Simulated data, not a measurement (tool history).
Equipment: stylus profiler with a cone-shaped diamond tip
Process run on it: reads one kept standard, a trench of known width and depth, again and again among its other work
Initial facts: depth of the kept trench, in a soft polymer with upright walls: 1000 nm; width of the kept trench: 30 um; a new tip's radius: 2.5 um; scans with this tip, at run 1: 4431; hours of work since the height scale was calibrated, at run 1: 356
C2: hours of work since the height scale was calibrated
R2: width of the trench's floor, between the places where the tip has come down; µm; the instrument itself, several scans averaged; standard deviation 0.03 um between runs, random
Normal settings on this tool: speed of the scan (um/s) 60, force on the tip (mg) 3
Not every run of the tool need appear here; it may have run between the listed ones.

{"run": 1, "hour": 0.0, "speed of the scan (um/s)": 60, "force on the tip (mg)": 3, "scans with this tip": 4431, "C2": 356, "depth of the trench (Å)": 10118.2, "R2": 25.38}
{"run": 2, "hour": 45.4, "speed of the scan (um/s)": 60, "force on the tip (mg)": 3, "scans with this tip": 4819, "C2": 387, "depth of the trench (Å)": 10120.1, "R2": 25.41}
{"run": 3, "hour": 76.7, "speed of the scan (um/s)": 60, "force on the tip (mg)": 3, "scans with this tip": 5086, "C2": 409, "depth of the trench (Å)": 10121.6, "R2": 25.33}
{"run": 4, "hour": 109.4, "speed of the scan (um/s)": 158, "force on the tip (mg)": 3, "scans with this tip": 5365, "C2": 431, "depth of the trench (Å)": 10124.2, "R2": 24.88}
{"run": 5, "hour": 146.8, "speed of the scan (um/s)": 158, "force on the tip (mg)": 3, "scans with this tip": 5684, "C2": 457, "depth of the trench (Å)": 10120.4, "R2": 24.82}
{"run": 6, "hour": 189.6, "speed of the scan (um/s)": 210, "force on the tip (mg)": 3, "scans with this tip": 6050, "C2": 486, "depth of the trench (Å)": 10125, "R2": 24.59}
{"run": 7, "hour": 236.7, "speed of the scan (um/s)": 210, "force on the tip (mg)": 3, "scans with this tip": 6451, "C2": 519, "depth of the trench (Å)": 10126.8, "R2": 24.54}
{"run": 8, "hour": 264.8, "speed of the scan (um/s)": 210, "force on the tip (mg)": 3, "scans with this tip": 6691, "C2": 538, "depth of the trench (Å)": 10126.6, "R2": 24.44}
{"run": 9, "hour": 306.9, "speed of the scan (um/s)": 210, "force on the tip (mg)": 3, "scans with this tip": 7051, "C2": 567, "depth of the trench (Å)": 10128.8, "R2": 24.47}
{"run": 10, "hour": 354.0, "speed of the scan (um/s)": 210, "force on the tip (mg)": 3, "scans with this tip": 7453, "C2": 599, "depth of the trench (Å)": 10129.1, "R2": 24.46}
{"run": 11, "hour": 385.6, "speed of the scan (um/s)": 210, "force on the tip (mg)": 3, "scans with this tip": 7722, "C2": 621, "depth of the trench (Å)": 10128.1, "R2": 24.37}
{"run": 12, "hour": 412.2, "speed of the scan (um/s)": 60, "force on the tip (mg)": 3, "scans with this tip": 7949, "C2": 639, "depth of the trench (Å)": 10130.8, "R2": 25.2}
{"run": 13, "hour": 462.2, "speed of the scan (um/s)": 202, "force on the tip (mg)": 3, "scans with this tip": 8376, "C2": 673, "depth of the trench (Å)": 10131.2, "R2": 24.38}
{"run": 14, "hour": 494.5, "speed of the scan (um/s)": 202, "force on the tip (mg)": 3, "scans with this tip": 8652, "C2": 695, "depth of the trench (Å)": 10134.3, "R2": 24.41}
{"run": 15, "hour": 534.2, "speed of the scan (um/s)": 202, "force on the tip (mg)": 3, "scans with this tip": 8990, "C2": 723, "depth of the trench (Å)": 10133.4, "R2": 24.34}
{"run": 16, "hour": 570.8, "speed of the scan (um/s)": 60, "force on the tip (mg)": 3, "scans with this tip": 9303, "C2": 748, "depth of the trench (Å)": 10135.9, "R2": 25.06}
{"run": 17, "hour": 613.6, "speed of the scan (um/s)": 60, "force on the tip (mg)": 3, "scans with this tip": 9668, "C2": 777, "depth of the trench (Å)": 10137.5, "R2": 25.03}
{"run": 18, "hour": 649.8, "speed of the scan (um/s)": 60, "force on the tip (mg)": 3.94, "scans with this tip": 9977, "C2": 802, "depth of the trench (Å)": 10161.3, "R2": 25.1}
{"run": 19, "hour": 680.2, "speed of the scan (um/s)": 60, "force on the tip (mg)": 3.94, "scans with this tip": 10237, "C2": 823, "depth of the trench (Å)": 10159, "R2": 25.03}
{"run": 20, "hour": 717.3, "speed of the scan (um/s)": 60, "force on the tip (mg)": 3.94, "scans with this tip": 10554, "C2": 848, "depth of the trench (Å)": 10161.8, "R2": 25.04}
{"run": 21, "hour": 768.0, "speed of the scan (um/s)": 60, "force on the tip (mg)": 3.94, "scans with this tip": 10986, "C2": 883, "depth of the trench (Å)": 10163.3, "R2": 24.91}
{"run": 22, "hour": 808.4, "speed of the scan (um/s)": 16, "force on the tip (mg)": 1.11, "scans with this tip": 11331, "C2": 911, "depth of the trench (Å)": 10091.9, "R2": 25.09}
{"run": 23, "hour": 862.7, "speed of the scan (um/s)": 186, "force on the tip (mg)": 1.11, "scans with this tip": 11795, "C2": 948, "depth of the trench (Å)": 10089.3, "R2": 23.63}
{"run": 24, "hour": 916.9, "speed of the scan (um/s)": 66, "force on the tip (mg)": 4.32, "scans with this tip": 12257, "C2": 985, "depth of the trench (Å)": 10179.6, "R2": 24.93}
{"run": 25, "hour": 959.9, "speed of the scan (um/s)": 94, "force on the tip (mg)": 7.82, "scans with this tip": 12624, "C2": 1015, "depth of the trench (Å)": 10242.2, "R2": 24.83}
{"run": 26, "hour": 986.2, "speed of the scan (um/s)": 26, "force on the tip (mg)": 1.26, "scans with this tip": 12848, "C2": 1033, "depth of the trench (Å)": 10100.2, "R2": 24.93}
{"run": 27, "hour": 1012.6, "speed of the scan (um/s)": 62, "force on the tip (mg)": 2.61, "scans with this tip": 13074, "C2": 1051, "depth of the trench (Å)": 10139.2, "R2": 24.78}
{"run": 28, "hour": 1039.0, "speed of the scan (um/s)": 147, "force on the tip (mg)": 8.57, "scans with this tip": 13299, "C2": 1069, "depth of the trench (Å)": 10258.6, "R2": 24.65}
{"run": 29, "hour": 1088.4, "speed of the scan (um/s)": 144, "force on the tip (mg)": 4.75, "scans with this tip": 13721, "C2": 1103, "depth of the trench (Å)": 10189.2, "R2": 24.49}
{"run": 30, "hour": 1110.9, "speed of the scan (um/s)": 24, "force on the tip (mg)": 1.52, "scans with this tip": 13913, "C2": 1118, "depth of the trench (Å)": 10109.4, "R2": 24.92}
{"run": 31, "hour": 1134.4, "speed of the scan (um/s)": 111, "force on the tip (mg)": 5.25, "scans with this tip": 14113, "C2": 1134, "depth of the trench (Å)": 10197.9, "R2": 24.6}
{"run": 32, "hour": 1167.9, "speed of the scan (um/s)": 111, "force on the tip (mg)": 5.25, "scans with this tip": 14399, "C2": 1157, "depth of the trench (Å)": 10204.9, "R2": 24.63}
{"run": 33, "hour": 1221.1, "speed of the scan (um/s)": 34, "force on the tip (mg)": 4.1, "scans with this tip": 14853, "C2": 1194, "depth of the trench (Å)": 10177.2, "R2": 24.82}
{"run": 34, "hour": 1244.9, "speed of the scan (um/s)": 21, "force on the tip (mg)": 2.88, "scans with this tip": 15056, "C2": 1210, "depth of the trench (Å)": 10153.3, "R2": 24.89}
{"run": 35, "hour": 1286.1, "speed of the scan (um/s)": 60, "force on the tip (mg)": 3.25, "scans with this tip": 15408, "C2": 1238, "depth of the trench (Å)": 10161.1, "R2": 24.68}
{"run": 36, "hour": 1313.1, "speed of the scan (um/s)": 49, "force on the tip (mg)": 3.25, "scans with this tip": 15638, "C2": 1257, "depth of the trench (Å)": 10161.6, "R2": 24.69}
{"run": 37, "hour": 1350.2, "speed of the scan (um/s)": 49, "force on the tip (mg)": 3.25, "scans with this tip": 15955, "C2": 1282, "depth of the trench (Å)": 10162.1, "R2": 24.69}
{"run": 38, "hour": 1376.1, "speed of the scan (um/s)": 28, "force on the tip (mg)": 2.1, "scans with this tip": 16176, "C2": 1300, "depth of the trench (Å)": 10137.9, "R2": 24.76}
{"run": 39, "hour": 1428.0, "speed of the scan (um/s)": 60, "force on the tip (mg)": 1.68, "scans with this tip": 16619, "C2": 1336, "depth of the trench (Å)": 10123.2, "R2": 24.45}
{"run": 40, "hour": 1469.5, "speed of the scan (um/s)": 90, "force on the tip (mg)": 6.43, "scans with this tip": 16973, "C2": 1364, "depth of the trench (Å)": 10238.6, "R2": 24.56}
{"run": 41, "hour": 1514.1, "speed of the scan (um/s)": 123, "force on the tip (mg)": 1.05, "scans with this tip": 17354, "C2": 1395, "depth of the trench (Å)": 10109.4, "R2": 23.72}

Alternative continuations, all from the tool just after run 41; predict every row:
{"run": "A", "hour": 1570.0, "speed of the scan (um/s)": 174, "force on the tip (mg)": 3, "scans with this tip": 17831, "C2": 1433, "depth of the trench (Å)": "?", "R2": "?"}
{"run": "B", "hour": 1570.0, "speed of the scan (um/s)": 38, "force on the tip (mg)": 5.1, "scans with this tip": 17831, "C2": 1433, "depth of the trench (Å)": "?", "R2": "?"}
{"run": "C", "hour": 1570.0, "speed of the scan (um/s)": 123, "force on the tip (mg)": 2.16, "scans with this tip": 17831, "C2": 1433, "depth of the trench (Å)": "?", "R2": "?"}
{"run": "D", "hour": 1570.0, "speed of the scan (um/s)": 123, "force on the tip (mg)": 1.01, "scans with this tip": 17831, "C2": 1433, "depth of the trench (Å)": "?", "R2": "?"}

run=A depth_of_the_trench_(Å)=10166.6 R2=23.92
run=B depth_of_the_trench_(Å)=10213.6 R2=24.68
run=C depth_of_the_trench_(Å)=10140.1 R2=24.05
run=D depth_of_the_trench_(Å)=10107.2 R2=23.72
Without the tool's unlogged condition, the same runs would have read:
run=A depth_of_the_trench_(Å)=10110.1 R2=25.12
run=B depth_of_the_trench_(Å)=10156.8 R2=25.89
run=C depth_of_the_trench_(Å)=10083.7 R2=25.25
run=D depth_of_the_trench_(Å)=10051 R2=24.92

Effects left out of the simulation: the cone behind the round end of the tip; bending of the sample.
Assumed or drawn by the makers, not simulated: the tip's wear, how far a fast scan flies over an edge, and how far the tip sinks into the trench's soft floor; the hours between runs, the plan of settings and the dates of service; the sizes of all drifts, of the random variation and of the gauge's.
